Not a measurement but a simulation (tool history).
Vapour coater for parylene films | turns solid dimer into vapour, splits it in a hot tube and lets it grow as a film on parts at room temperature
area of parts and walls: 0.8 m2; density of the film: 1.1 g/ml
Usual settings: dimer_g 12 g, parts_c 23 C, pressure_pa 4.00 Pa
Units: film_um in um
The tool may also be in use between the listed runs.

| run | hour | dimer_g | parts_c | pressure_pa | film_um |
|---|---|---|---|---|---|
| 1 | 0.0 | 12 | 23 | 4.00 | 9.27 |
| 2 | 31.6 | 12 | 23 | 4.00 | 9.29 |
| 3 | 53.1 | 12 | 23 | 4.00 | 9.30 |
| 4 | 104.2 | 12 | 23 | 4.00 | 9.23 |
| 5 | 133.9 | 12 | 23 | 4.00 | 9.36 |
| 6 | 180.4 | 12 | 23 | 4.00 | 9.26 |
| 7 | 229.6 | 12 | 23 | 4.00 | 9.26 |
| 8 | 259.4 | 12 | 23 | 4.00 | 9.33 |
| 9 | 311.3 | 12 | 23 | 4.00 | 9.19 |
| 10 | 344.6 | 12 | 33 | 4.00 | 6.36 |
| 11 | 370.1 | 12 | 22 | 10.02 | 7.89 |
| 12 | 402.5 | 12 | 26 | 2.77 | 9.00 |
| 13 | 433.9 | 12 | 26 | 2.77 | 9.01 |
| 14 | 460.0 | 5 | 26 | 2.77 | 3.71 |
| 15 | 490.1 | 6 | 23 | 4.00 | 4.66 |
| 16 | 517.1 | 17 | 23 | 4.28 | 13.01 |
| 17 | 568.2 | 5 | 19 | 6.46 | 4.11 |
| 18 | 609.5 | 5 | 24 | 4.00 | 3.73 |
| 19 | 652.4 | 18 | 17 | 8.28 | 15.14 |
| 20 | 700.3 | 18 | 17 | 8.28 | 15.04 |

Not shown: 1 entry that the log had between the listed runs. Between which runs, and how does the tool's hidden state differ before and after?
Between runs 16 and 17: trap's valve overhauled (hour 523.7)
  vapour lost through the trap's worn valve, %: 0.3 -> 0

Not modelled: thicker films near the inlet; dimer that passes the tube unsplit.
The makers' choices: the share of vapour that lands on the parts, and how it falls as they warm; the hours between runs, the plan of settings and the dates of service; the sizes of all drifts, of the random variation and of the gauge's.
